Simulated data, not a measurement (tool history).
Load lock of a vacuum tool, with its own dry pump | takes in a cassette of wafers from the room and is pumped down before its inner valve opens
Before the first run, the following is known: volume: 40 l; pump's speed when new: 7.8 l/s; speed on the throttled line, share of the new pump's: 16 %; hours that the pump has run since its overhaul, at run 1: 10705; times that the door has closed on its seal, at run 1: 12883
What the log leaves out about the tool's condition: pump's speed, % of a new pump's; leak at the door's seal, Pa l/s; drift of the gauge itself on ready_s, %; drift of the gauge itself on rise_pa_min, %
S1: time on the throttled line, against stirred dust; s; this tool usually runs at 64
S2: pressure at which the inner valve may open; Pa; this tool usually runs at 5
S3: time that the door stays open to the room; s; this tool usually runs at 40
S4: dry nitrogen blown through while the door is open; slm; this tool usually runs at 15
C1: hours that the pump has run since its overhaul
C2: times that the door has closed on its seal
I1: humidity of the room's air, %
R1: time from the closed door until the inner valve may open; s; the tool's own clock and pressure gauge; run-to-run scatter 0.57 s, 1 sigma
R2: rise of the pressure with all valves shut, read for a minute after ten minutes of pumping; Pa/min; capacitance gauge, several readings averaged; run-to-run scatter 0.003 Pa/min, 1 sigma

run 1 day=0 | S1=64 S2=5 S3=40 S4=15 | C1=10705 C2=12883 | I1=43.2 | R1=104.5 R2=0.038
-- day=2.925 dry pump taken out, an overhauled one fitted
run 2 day=3.35 | S1=64 S2=5 S3=40 S4=15 | C1=10 C2=13219 | I1=45.5 | R1=104 R2=0.044
run 3 day=6.808 | S1=64 S2=5 S3=40 S4=15 | C1=93 C2=13594 | I1=46.1 | R1=105.2 R2=0.045
run 4 day=10.012 | S1=64 S2=5 S3=39 S4=15 | C1=170 C2=13941 | I1=47.2 | R1=104.6 R2=0.048
run 5 day=13.275 | S1=64 S2=5 S3=39 S4=15 | C1=248 C2=14295 | I1=43.7 | R1=104.5 R2=0.038
run 6 day=19.558 | S1=64 S2=5 S3=39 S4=15 | C1=399 C2=14975 | I1=43.8 | R1=104.8 R2=0.036
run 7 day=24.042 | S1=64 S2=9 S3=40 S4=15 | C1=507 C2=15461 | I1=43.2 | R1=101.9 R2=0.039
run 8 day=29.292 | S1=64 S2=5 S3=40 S4=13 | C1=633 C2=16030 | I1=40.8 | R1=104.8 R2=0.04
run 9 day=35.217 | S1=64 S2=5 S3=40 S4=13 | C1=775 C2=16672 | I1=44.8 | R1=104.1 R2=0.045
run 10 day=39.175 | S1=64 S2=5 S3=40 S4=13 | C1=870 C2=17101 | I1=41.2 | R1=104.7 R2=0.037
run 11 day=45.633 | S1=64 S2=5 S3=40 S4=13 | C1=1025 C2=17800 | I1=43.9 | R1=105 R2=0.04
run 12 day=49.404 | S1=64 S2=5 S3=40 S4=13 | C1=1115 C2=18209 | I1=46.4 | R1=104.7 R2=0.045
run 13 day=53.096 | S1=64 S2=5 S3=40 S4=13 | C1=1204 C2=18609 | I1=46 | R1=104.2 R2=0.05
run 14 day=57.683 | S1=64 S2=5 S3=40 S4=13 | C1=1314 C2=19106 | I1=43.2 | R1=103.4 R2=0.042
run 15 day=62.404 | S1=64 S2=5 S3=40 S4=15 | C1=1427 C2=19617 | I1=46.7 | R1=104.8 R2=0.041
run 16 day=65.217 | S1=64 S2=5 S3=80 S4=15 | C1=1495 C2=19922 | I1=44.8 | R1=105.3 R2=0.057
run 17 day=71.133 | S1=64 S2=5 S3=80 S4=15 | C1=1637 C2=20564 | I1=44.2 | R1=105.6 R2=0.066
run 18 day=76.904 | S1=64 S2=5 S3=38 S4=15 | C1=1775 C2=21189 | I1=46.6 | R1=104.4 R2=0.041
run 19 day=79.808 | S1=64 S2=5 S3=40 S4=35 | C1=1845 C2=21503 | I1=44.7 | R1=105.1 R2=0.024
run 20 day=86.242 | S1=78 S2=5 S3=40 S4=15 | C1=2000 C2=22200 | I1=43.5 | R1=117.2 R2=0.044
run 21 day=92.417 | S1=64 S2=4 S3=40 S4=15 | C1=2148 C2=22869 | I1=46.9 | R1=106.5 R2=0.047
run 22 day=95.658 | S1=64 S2=4 S3=40 S4=15 | C1=2226 C2=23221 | I1=43.9 | R1=105.4 R2=0.036
run 23 day=100.479 | S1=64 S2=5 S3=40 S4=6 | C1=2341 C2=23743 | I1=44 | R1=104.5 R2=0.051
run 24 day=106.696 | S1=112 S2=5 S3=25 S4=16 | C1=2490 C2=24417 | I1=42.5 | R1=144.3 R2=0.029
run 25 day=110.246 | S1=55 S2=5 S3=40 S4=15 | C1=2576 C2=24801 | I1=44.6 | R1=97.6 R2=0.045
run 26 day=115.379 | S1=64 S2=4 S3=25 S4=13 | C1=2699 C2=25357 | I1=41.7 | R1=105.8 R2=0.039
run 27 day=120.821 | S1=64 S2=4 S3=25 S4=13 | C1=2829 C2=25947 | I1=47.3 | R1=106.3 R2=0.037
run 28 day=125.625 | S1=64 S2=4 S3=25 S4=13 | C1=2945 C2=26468 | I1=42.8 | R1=106.1 R2=0.037
run 29 day=128.85 | S1=58 S2=5 S3=37 S4=15 | C1=3022 C2=26817 | I1=48.2 | R1=100.2 R2=0.037
run 30 day=133.942 | S1=64 S2=5 S3=106 S4=44 | C1=3144 C2=27369 | I1=48.1 | R1=105.4 R2=0.044
run 31 day=137 | S1=64 S2=5 S3=106 S4=44 | C1=3218 C2=27700 | I1=42.6 | R1=105 R2=0.043
run 32 day=142.312 | S1=64 S2=6 S3=27 S4=15 | C1=3345 C2=28276 | I1=46.7 | R1=103.7 R2=0.036
run 33 day=148.529 | S1=91 S2=6 S3=198 S4=8 | C1=3494 C2=28949 | I1=45.8 | R1=127.7 R2=0.103
run 34 day=151.371 | S1=94 S2=7 S3=28 S4=42 | C1=3563 C2=29257 | I1=44.8 | R1=129.6 R2=0.024
run 35 day=156.179 | S1=94 S2=7 S3=28 S4=42 | C1=3678 C2=29778 | I1=44.5 | R1=128.9 R2=0.023
run 36 day=160.621 | S1=119 S2=8 S3=40 S4=15 | C1=3785 C2=30259 | I1=47.6 | R1=147.7 R2=0.044
run 37 day=165.525 | S1=64 S2=5 S3=59 S4=15 | C1=3902 C2=30791 | I1=50.5 | R1=104.5 R2=0.053

Hidden condition of the tool, last listed run before each entry between runs versus first listed run after:
From run 1 to run 2: dry pump taken out, an overhauled one fitted (day 2.925)
  pump's speed, % of a new pump's: 99.9 -> 100
